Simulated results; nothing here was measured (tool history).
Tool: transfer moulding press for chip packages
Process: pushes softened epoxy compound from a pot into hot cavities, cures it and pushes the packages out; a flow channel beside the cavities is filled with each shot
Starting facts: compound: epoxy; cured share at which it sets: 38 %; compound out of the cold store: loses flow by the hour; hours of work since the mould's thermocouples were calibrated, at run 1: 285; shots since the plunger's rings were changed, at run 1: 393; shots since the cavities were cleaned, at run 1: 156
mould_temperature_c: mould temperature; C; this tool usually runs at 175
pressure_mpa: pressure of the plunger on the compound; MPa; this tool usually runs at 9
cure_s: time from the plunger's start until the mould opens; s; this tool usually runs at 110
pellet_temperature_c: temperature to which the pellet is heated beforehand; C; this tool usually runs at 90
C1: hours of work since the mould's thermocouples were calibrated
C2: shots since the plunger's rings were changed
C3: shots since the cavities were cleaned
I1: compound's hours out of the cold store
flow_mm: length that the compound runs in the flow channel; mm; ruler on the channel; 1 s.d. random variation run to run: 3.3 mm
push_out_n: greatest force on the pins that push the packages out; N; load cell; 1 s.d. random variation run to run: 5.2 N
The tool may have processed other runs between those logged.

Run 1, day 0: usual settings; C1 285; C2 393; C3 156; I1 17.1. Result: flow_mm 861 mm, push_out_n 216 N.
Run 2, day 0.971: usual settings but mould_temperature_c 181 C; C1 298; C2 602; C3 365; I1 8.5. Result: flow_mm 874 mm, push_out_n 241 N.
Run 3, day 2.712: usual settings; C1 320; C2 976; C3 739; I1 18.7. Result: flow_mm 847 mm, push_out_n 315 N.
At day 3.729: cavities cleaned with cleaning compound and waxed.
Run 4, day 4.546: usual settings; C1 343; C2 1356; C3 175; I1 46. Result: flow_mm 753 mm, push_out_n 220 N.
At day 4.758: mould's thermocouples calibrated.
Run 5, day 6.646: usual settings; C1 24; C2 1789; C3 608; I1 15.8. Result: flow_mm 858 mm, push_out_n 298 N.
At day 8.317: cavities cleaned with cleaning compound and waxed.
Run 6, day 8.638: usual settings but pressure_mpa 7.36 MPa; C1 49; C2 2204; C3 69; I1 36.7. Result: flow_mm 699 mm, push_out_n 189 N.
Run 7, day 10.325: usual settings; C1 70; C2 2567; C3 432; I1 34.6. Result: flow_mm 782 mm, push_out_n 276 N.
Run 8, day 11.529: usual settings; C1 86; C2 2825; C3 690; I1 27. Result: flow_mm 803 mm, push_out_n 294 N.
Run 9, day 12.433: usual settings; C1 97; C2 3020; C3 885; I1 21.2. Result: flow_mm 818 mm, push_out_n 321 N.
At day 12.862: cavities cleaned with cleaning compound and waxed.
Run 10, day 13.804: usual settings; C1 114; C2 3301; C3 203; I1 19.8. Result: flow_mm 826 mm, push_out_n 229 N.
At day 14.1: plunger's sealing rings changed.
Run 11, day 15.596: usual settings; C1 135; C2 322; C3 566; I1 40.1. Result: flow_mm 786 mm, push_out_n 288 N.
At day 17.425: cavities cleaned with cleaning compound and waxed.
Run 12, day 17.425: usual settings; C1 158; C2 701; C3 0; I1 41.1. Result: flow_mm 777 mm, push_out_n 177 N.
Run 13, day 19.612: usual settings; C1 186; C2 1171; C3 470; I1 9.1. Result: flow_mm 887 mm, push_out_n 286 N.
Run 14, day 21.662: usual settings but pellet_temperature_c 88 C; C1 212; C2 1611; C3 910; I1 22.1. Result: flow_mm 831 mm, push_out_n 341 N.
At day 21.9: cavities cleaned with cleaning compound and waxed.
Run 15, day 23.871: usual settings but pellet_temperature_c 88 C; C1 239; C2 2073; C3 424; I1 43.7. Result: flow_mm 759 mm, push_out_n 246 N.
Run 16, day 24.988: usual settings but mould_temperature_c 178 C, pellet_temperature_c 96 C; C1 253; C2 2313; C3 664; I1 40.8. Result: flow_mm 755 mm, push_out_n 288 N.
At day 26.408: cavities cleaned with cleaning compound and waxed.
Run 17, day 26.65: usual settings but mould_temperature_c 178 C, pellet_temperature_c 96 C; C1 274; C2 2657; C3 53; I1 47.1. Result: flow_mm 733 mm, push_out_n 184 N.
Run 18, day 28.354: usual settings but mould_temperature_c 182 C, pressure_mpa 10.54 MPa, cure_s 93 s, pellet_temperature_c 92 C; C1 296; C2 3023; C3 419; I1 18. Result: flow_mm 876 mm, push_out_n 257 N.
At day 29.825: plunger's sealing rings changed.
Run 19, day 30.658: usual settings but mould_temperature_c 182 C, pressure_mpa 10.54 MPa, cure_s 93 s, pellet_temperature_c 92 C; C1 324; C2 179; C3 891; I1 14.9. Result: flow_mm 910 mm, push_out_n 319 N.
At day 31.025: cavities cleaned with cleaning compound and waxed.
At day 32.367: mould's thermocouples calibrated.
Run 20, day 32.367: usual settings but mould_temperature_c 180 C, pressure_mpa 7.04 MPa, cure_s 125 s, pellet_temperature_c 87 C; C1 0; C2 515; C3 270; I1 17.3. Result: flow_mm 742 mm, push_out_n 240 N.
Run 21, day 33.896: usual settings but mould_temperature_c 180 C, pressure_mpa 7.22 MPa, cure_s 125 s, pellet_temperature_c 87 C; C1 19; C2 844; C3 599; I1 26.5. Result: flow_mm 721 mm, push_out_n 288 N.
At day 35.617: cavities cleaned with cleaning compound and waxed.
Run 22, day 35.833: usual settings but mould_temperature_c 180 C, pressure_mpa 7.14 MPa, cure_s 98 s, pellet_temperature_c 87 C; C1 43; C2 1247; C3 47; I1 43.8. Result: flow_mm 664 mm, push_out_n 179 N.
Run 23, day 37.796: usual settings but mould_temperature_c 180 C, pressure_mpa 7.14 MPa, cure_s 98 s, pellet_temperature_c 87 C; C1 68; C2 1668; C3 468; I1 13.5. Result: flow_mm 746 mm, push_out_n 264 N.
Run 24, day 39.829: usual settings but mould_temperature_c 171 C, pressure_mpa 9.23 MPa, cure_s 94 s, pellet_temperature_c 87 C; C1 94; C2 2105; C3 905; I1 25.4. Result: flow_mm 852 mm, push_out_n 435 N.
At day 40.221: cavities cleaned with cleaning compound and waxed.
Run 25, day 41.196: usual settings but pressure_mpa 7.14 MPa, cure_s 146 s; C1 111; C2 2385; C3 209; I1 9. Result: flow_mm 780 mm, push_out_n 229 N.
Run 26, day 42.308: usual settings but pressure_mpa 7.59 MPa, cure_s 146 s; C1 125; C2 2624; C3 448; I1 15.9. Result: flow_mm 782 mm, push_out_n 265 N.
Run 27, day 43.271: usual settings but pressure_mpa 7.59 MPa, cure_s 111 s; C1 137; C2 2831; C3 655; I1 39. Result: flow_mm 706 mm, push_out_n 302 N.

Same runs, no hidden state in the tool, same run-to-run variation:
What the log doesn't record here: true mould temperature over the reading, C; pressure that reaches the compound, % of what is set; grip of the stained cavities, % over clean ones'; drift of the gauge itself on flow_mm, %; drift of the gauge itself on push_out_n, %.
run  flow_mm  push_out_n
  1      869         171
  2      884         157
  3      861         169
  4      768         174
  5      877         170
  6      718         166
  7      807         171
  8      831         159
  9      848         163
 10      860         173
 11      790         167
 12      784         172
 13      900         176
 14      847         174
 15      779         151
 16      776         158
 17      757         165
 18      908         163
 19      915         166
 20      747         169
 21      729         165
 22      674         165
 23      761         162
 24      873         224
 25      802         173
 26      807         165
 27      730         169
